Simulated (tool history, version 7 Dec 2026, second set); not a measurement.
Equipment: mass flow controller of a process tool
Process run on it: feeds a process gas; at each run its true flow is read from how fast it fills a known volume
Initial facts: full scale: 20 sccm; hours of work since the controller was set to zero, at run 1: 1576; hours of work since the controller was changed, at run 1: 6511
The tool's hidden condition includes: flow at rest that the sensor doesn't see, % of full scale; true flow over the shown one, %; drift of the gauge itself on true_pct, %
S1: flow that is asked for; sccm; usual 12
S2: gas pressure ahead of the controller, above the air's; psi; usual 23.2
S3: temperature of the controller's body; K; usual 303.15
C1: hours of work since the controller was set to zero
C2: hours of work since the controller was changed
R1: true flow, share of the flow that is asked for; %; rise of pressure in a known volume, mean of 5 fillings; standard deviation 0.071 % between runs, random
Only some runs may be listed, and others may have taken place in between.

Run 1, hour 0.0: usual settings; C1 1576; C2 6511. Result: R1 100.12 %.
Run 2, hour 240.8: usual settings; C1 1713; C2 6647. Result: R1 100.15 %.
Run 3, hour 456.9: usual settings; C1 1835; C2 6770. Result: R1 100.09 %.
Run 4, hour 639.4: usual settings; C1 1939; C2 6873. Result: R1 100.09 %.
At hour 684.6: controller exchanged for a calibrated one.
Run 5, hour 873.1: usual settings but S1 13 sccm; C1 107; C2 107. Result: R1 100.20 %.
Run 6, hour 1173.7: usual settings but S1 4 sccm; C1 277; C2 277. Result: R1 99.64 %.
Run 7, hour 1391.5: usual settings but S1 8 sccm; C1 401; C2 401. Result: R1 99.91 %.
Run 8, hour 1707.8: usual settings but S1 8 sccm; C1 580; C2 580. Result: R1 100.12 %.
Run 9, hour 1978.9: usual settings; C1 733; C2 733. Result: R1 100.17 %.
Run 10, hour 2251.2: usual settings; C1 888; C2 888. Result: R1 100.08 %.
Run 11, hour 2495.1: usual settings; C1 1026; C2 1026. Result: R1 100.29 %.
Run 12, hour 2790.7: usual settings; C1 1193; C2 1193. Result: R1 100.21 %.
Run 13, hour 2977.3: usual settings; C1 1299; C2 1299. Result: R1 100.22 %.
Run 14, hour 3283.6: usual settings; C1 1473; C2 1473. Result: R1 100.08 %.
Run 15, hour 3584.2: usual settings; C1 1643; C2 1643. Result: R1 100.34 %.
Run 16, hour 3903.6: usual settings; C1 1824; C2 1824. Result: R1 99.99 %.
Run 17, hour 4127.7: usual settings; C1 1951; C2 1951. Result: R1 100.11 %.
Run 18, hour 4326.4: usual settings; C1 2063; C2 2063. Result: R1 100.13 %.
Run 19, hour 4551.3: usual settings but S3 299.15 K; C1 2191; C2 2191. Result: R1 99.85 %.
Run 20, hour 4841.9: usual settings but S3 299.15 K; C1 2356; C2 2356. Result: R1 99.81 %.
Run 21, hour 5136.6: usual settings but S1 2 sccm; C1 2523; C2 2523. Result: R1 99.57 %.
Run 22, hour 5405.2: usual settings but S1 2 sccm; C1 2675; C2 2675. Result: R1 99.61 %.
Run 23, hour 5688.6: usual settings but S1 2 sccm; C1 2835; C2 2835. Result: R1 99.42 %.
Run 24, hour 6009.1: usual settings but S1 2 sccm, S2 36.4 psi; C1 3017; C2 3017. Result: R1 98.94 %.
Run 25, hour 6282.6: usual settings but S1 6 sccm, S3 312.15 K; C1 3172; C2 3172. Result: R1 100.49 %.
Run 26, hour 6514.4: usual settings but S1 6 sccm, S3 312.15 K; C1 3303; C2 3303. Result: R1 100.48 %.
Run 27, hour 6719.5: usual settings but S1 11 sccm, S2 23.1 psi, S3 302.15 K; C1 3419; C2 3419. Result: R1 100.05 %.
Run 28, hour 6941.8: usual settings but S1 3 sccm, S2 27.1 psi, S3 305.15 K; C1 3545; C2 3545. Result: R1 99.58 %.
Run 29, hour 7084.7: usual settings but S1 3 sccm, S2 27.1 psi, S3 305.15 K; C1 3626; C2 3626. Result: R1 99.47 %.
Run 30, hour 7242.8: usual settings but S1 3 sccm, S2 27.1 psi, S3 305.15 K; C1 3716; C2 3716. Result: R1 99.45 %.
Run 31, hour 7411.4: usual settings but S1 4 sccm, S2 23.1 psi, S3 308.15 K; C1 3811; C2 3811. Result: R1 99.97 %.
Run 32, hour 7713.0: usual settings but S1 5 sccm; C1 3982; C2 3982. Result: R1 99.73 %.
Run 33, hour 7981.0: usual settings but S1 5 sccm; C1 4134; C2 4134. Result: R1 99.72 %.
Run 34, hour 8218.9: usual settings but S1 2 sccm, S2 26.0 psi; C1 4269; C2 4269. Result: R1 99.39 %.
Run 35, hour 8540.0: usual settings but S1 2 sccm, S2 26.0 psi; C1 4451; C2 4451. Result: R1 99.30 %.
Run 36, hour 8726.1: usual settings but S1 2 sccm, S2 26.0 psi; C1 4556; C2 4556. Result: R1 99.34 %.
Run 37, hour 8917.7: usual settings but S2 22.8 psi, S3 298.15 K; C1 4665; C2 4665. Result: R1 99.65 %.
Run 38, hour 9123.4: usual settings but S1 7 sccm, S3 296.15 K; C1 4782; C2 4782. Result: R1 99.33 %.
At hour 9315.3: controller's zero set anew.
Run 39, hour 9396.0: usual settings but S1 7 sccm, S2 24.8 psi, S3 299.15 K; C1 46; C2 4936. Result: R1 99.46 %.
Run 40, hour 9598.9: usual settings but S1 7 sccm, S3 299.15 K; C1 161; C2 5051. Result: R1 99.55 %.
Run 41, hour 9834.9: usual settings but S1 4 sccm, S3 299.15 K; C1 294; C2 5184. Result: R1 99.45 %.
Run 42, hour 10152.6: usual settings but S1 4 sccm, S3 299.15 K; C1 474; C2 5364. Result: R1 99.34 %.
Run 43, hour 10378.8: usual settings but S1 4 sccm, S3 299.15 K; C1 603; C2 5493. Result: R1 99.39 %.
Run 44, hour 10590.6: usual settings but S1 4 sccm, S3 299.15 K; C1 723; C2 5613. Result: R1 99.33 %.

Expected results for the next run?
Run 45, hour 10837.9: usual settings but S2 33.9 psi, S3 304.15 K; C1 863; C2 5753. Result: R1 ?.

R1: 99.73 %
If the tool had no hidden condition, the same run with the same run-to-run variation would have returned R1 99.71 %.
